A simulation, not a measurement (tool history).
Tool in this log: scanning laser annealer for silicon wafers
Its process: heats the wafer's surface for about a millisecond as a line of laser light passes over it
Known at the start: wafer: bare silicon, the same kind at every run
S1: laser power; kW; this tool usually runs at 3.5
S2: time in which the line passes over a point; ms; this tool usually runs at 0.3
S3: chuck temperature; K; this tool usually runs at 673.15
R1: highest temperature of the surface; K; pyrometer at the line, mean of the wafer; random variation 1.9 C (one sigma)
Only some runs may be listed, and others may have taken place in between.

run,hour,S1,S2,S3,R1
1,0,3.5,0.3,673.15,1358.15
2,40.9,3.5,0.3,678.15,1365.15
3,91.8,3.5,0.3,678.15,1364.15
4,133.9,3.5,0.3,678.15,1360.15
5,176.9,3.5,0.3,678.15,1361.15
6,228.7,3.5,0.3,678.15,1358.15
# hour 239.8: window over the wafer cleaned
7,261,3.5,0.3,678.15,1386.15
8,310.9,3.5,0.3,678.15,1385.15
9,355.3,3.5,0.3,711.15,1415.15
10,394.5,3.5,0.3,711.15,1413.15
11,437,3.5,0.276,711.15,1390.15
12,486.7,3.5,0.276,711.15,1388.15
13,533.7,3.5,0.276,711.15,1389.15
14,587.3,3.5,0.276,711.15,1385.15
15,641.9,3.5,0.276,711.15,1382.15
# hour 656.5: optics aligned, line set to its width
16,678.5,3.535,0.3,702.15,1416.15
17,723.6,3.708,0.3,702.15,1445.15
18,764.3,3.5,0.304,673.15,1379.15
19,798.4,3.144,0.295,673.15,1298.15
20,839.6,3.5,0.339,682.15,1418.15
21,862.1,3.5,0.339,682.15,1416.15
22,910.6,3.5,0.339,682.15,1416.15
23,950.6,3.5,0.339,682.15,1418.15
24,986.9,3.126,0.303,661.15,1286.15
25,1011.5,3.126,0.316,703.15,1341.15
26,1041.3,3.386,0.271,709.15,1353.15
27,1081.9,3.536,0.3,673.15,1372.15

Each run again, without the hidden state but with its own random variation kept:
The tool's hidden condition here consists of: light that passes the window, % of a clean one's; laser's true power over the reading, %; width of the line over the set one, %; drift of the gauge itself on peak_c, C.
run,R1
1,1387.15
2,1394.15
3,1395.15
4,1391.15
5,1394.15
6,1392.15
7,1393.15
8,1394.15
9,1424.15
10,1424.15
11,1402.15
12,1401.15
13,1402.15
14,1400.15
15,1398.15
16,1427.15
17,1459.15
18,1393.15
19,1310.15
20,1435.15
21,1433.15
22,1434.15
23,1437.15
24,1303.15
25,1359.15
26,1372.15
27,1393.15
